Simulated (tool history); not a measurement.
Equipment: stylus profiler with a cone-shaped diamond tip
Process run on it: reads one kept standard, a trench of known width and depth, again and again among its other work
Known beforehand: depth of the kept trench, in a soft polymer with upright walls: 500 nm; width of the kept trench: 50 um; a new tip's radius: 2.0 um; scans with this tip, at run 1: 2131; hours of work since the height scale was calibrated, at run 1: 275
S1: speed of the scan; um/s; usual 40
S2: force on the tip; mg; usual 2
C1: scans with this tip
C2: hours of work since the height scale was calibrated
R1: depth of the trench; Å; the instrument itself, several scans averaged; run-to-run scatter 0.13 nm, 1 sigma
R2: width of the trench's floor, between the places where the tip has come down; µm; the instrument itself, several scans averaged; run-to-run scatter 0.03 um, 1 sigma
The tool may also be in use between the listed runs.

{"run": 1, "hour": 0.0, "S1": 40, "S2": 2, "C1": 2131, "C2": 275, "R1": 5061.9, "R2": 47}
{"run": 2, "hour": 9.0, "S1": 40, "S2": 2, "C1": 2175, "C2": 281, "R1": 5059.1, "R2": 46.98}
{"run": 3, "hour": 23.9, "S1": 11, "S2": 2, "C1": 2247, "C2": 290, "R1": 5057, "R2": 47.15}
{"run": 4, "hour": 32.8, "S1": 40, "S2": 2, "C1": 2291, "C2": 296, "R1": 5061.1, "R2": 46.98}
{"run": 5, "hour": 50.8, "S1": 40, "S2": 2, "C1": 2379, "C2": 307, "R1": 5062.9, "R2": 46.95}
{"run": 6, "hour": 66.2, "S1": 16, "S2": 2, "C1": 2454, "C2": 317, "R1": 5059.2, "R2": 47.14}
{"run": 7, "hour": 84.7, "S1": 16, "S2": 2, "C1": 2545, "C2": 329, "R1": 5059.3, "R2": 47.06}
{"run": 8, "hour": 98.4, "S1": 40, "S2": 2, "C1": 2612, "C2": 337, "R1": 5059.2, "R2": 46.95}
{"run": 9, "hour": 116.3, "S1": 40, "S2": 2, "C1": 2699, "C2": 348, "R1": 5061.4, "R2": 46.94}
{"run": 10, "hour": 132.7, "S1": 40, "S2": 2, "C1": 2779, "C2": 359, "R1": 5061.7, "R2": 47.03}
{"run": 11, "hour": 143.9, "S1": 40, "S2": 2, "C1": 2834, "C2": 366, "R1": 5060.4, "R2": 46.97}
{"run": 12, "hour": 158.6, "S1": 40, "S2": 2, "C1": 2906, "C2": 375, "R1": 5060, "R2": 46.95}
{"run": 13, "hour": 170.3, "S1": 40, "S2": 2, "C1": 2963, "C2": 382, "R1": 5059.9, "R2": 46.95}
{"run": 14, "hour": 183.6, "S1": 40, "S2": 2, "C1": 3027, "C2": 391, "R1": 5061.5, "R2": 46.91}
{"run": 15, "hour": 201.2, "S1": 77, "S2": 2, "C1": 3114, "C2": 402, "R1": 5059.9, "R2": 46.75}
{"run": 16, "hour": 216.1, "S1": 77, "S2": 2, "C1": 3187, "C2": 411, "R1": 5061.4, "R2": 46.74}
{"run": 17, "hour": 232.1, "S1": 77, "S2": 2, "C1": 3264, "C2": 421, "R1": 5060.1, "R2": 46.77}
{"run": 18, "hour": 241.4, "S1": 77, "S2": 2, "C1": 3310, "C2": 427, "R1": 5062.3, "R2": 46.75}
{"run": 19, "hour": 261.7, "S1": 77, "S2": 2, "C1": 3409, "C2": 440, "R1": 5061.7, "R2": 46.73}
{"run": 20, "hour": 275.5, "S1": 11, "S2": 2, "C1": 3477, "C2": 449, "R1": 5059.6, "R2": 47.07}
{"run": 21, "hour": 287.8, "S1": 11, "S2": 1.31, "C1": 3537, "C2": 457, "R1": 5046.4, "R2": 47.13}
{"run": 22, "hour": 304.7, "S1": 113, "S2": 4.85, "C1": 3620, "C2": 467, "R1": 5108.1, "R2": 46.78}
{"run": 23, "hour": 318.2, "S1": 58, "S2": 4.85, "C1": 3685, "C2": 476, "R1": 5109.4, "R2": 46.99}
{"run": 24, "hour": 337.5, "S1": 27, "S2": 0.96, "C1": 3779, "C2": 488, "R1": 5038.9, "R2": 46.92}
{"run": 25, "hour": 353.7, "S1": 30, "S2": 0.78, "C1": 3859, "C2": 498, "R1": 5035.5, "R2": 46.93}
{"run": 26, "hour": 372.2, "S1": 30, "S2": 1.4, "C1": 3949, "C2": 510, "R1": 5052.1, "R2": 46.89}
{"run": 27, "hour": 392.9, "S1": 26, "S2": 1.32, "C1": 4050, "C2": 523, "R1": 5048.3, "R2": 46.94}
{"run": 28, "hour": 404.0, "S1": 89, "S2": 3.27, "C1": 4105, "C2": 530, "R1": 5085.1, "R2": 46.75}
{"run": 29, "hour": 416.6, "S1": 43, "S2": 5.61, "C1": 4166, "C2": 538, "R1": 5119.5, "R2": 46.97}
{"run": 30, "hour": 431.5, "S1": 123, "S2": 0.93, "C1": 4239, "C2": 547, "R1": 5041.5, "R2": 46.26}
{"run": 31, "hour": 448.9, "S1": 57, "S2": 1.92, "C1": 4324, "C2": 558, "R1": 5063.8, "R2": 46.79}
{"run": 32, "hour": 459.8, "S1": 47, "S2": 3.74, "C1": 4377, "C2": 565, "R1": 5092.4, "R2": 46.92}
{"run": 33, "hour": 470.5, "S1": 75, "S2": 2.17, "C1": 4429, "C2": 572, "R1": 5066, "R2": 46.71}
{"run": 34, "hour": 490.7, "S1": 111, "S2": 1.16, "C1": 4528, "C2": 585, "R1": 5044.7, "R2": 46.36}
{"run": 35, "hour": 508.1, "S1": 85, "S2": 1.19, "C1": 4613, "C2": 596, "R1": 5045.2, "R2": 46.55}
{"run": 36, "hour": 517.0, "S1": 85, "S2": 1.19, "C1": 4656, "C2": 601, "R1": 5046, "R2": 46.52}
{"run": 37, "hour": 528.9, "S1": 85, "S2": 1.19, "C1": 4714, "C2": 609, "R1": 5044.9, "R2": 46.56}

Alternative continuations, all from the tool just after run 37; predict every row:
{"run": "A", "hour": 547.0, "S1": 12, "S2": 4.7, "C1": 4803, "C2": 620, "R1": "?", "R2": "?"}
{"run": "B", "hour": 547.0, "S1": 76, "S2": 1.19, "C1": 4803, "C2": 620, "R1": "?", "R2": "?"}
{"run": "C", "hour": 547.0, "S1": 28, "S2": 1.19, "C1": 4803, "C2": 620, "R1": "?", "R2": "?"}
{"run": "D", "hour": 547.0, "S1": 152, "S2": 3.69, "C1": 4803, "C2": 620, "R1": "?", "R2": "?"}

run=A R1=5109.9 R2=47.06
run=B R1=5047 R2=46.57
run=C R1=5047 R2=46.9
run=D R1=5092.6 R2=46.53
Take away the tool's hidden state, keep each run's random variation, and the runs would have read:
run=A R1=5104.3 R2=47.37
run=B R1=5041.5 R2=46.89
run=C R1=5041.5 R2=47.22
run=D R1=5087 R2=46.85
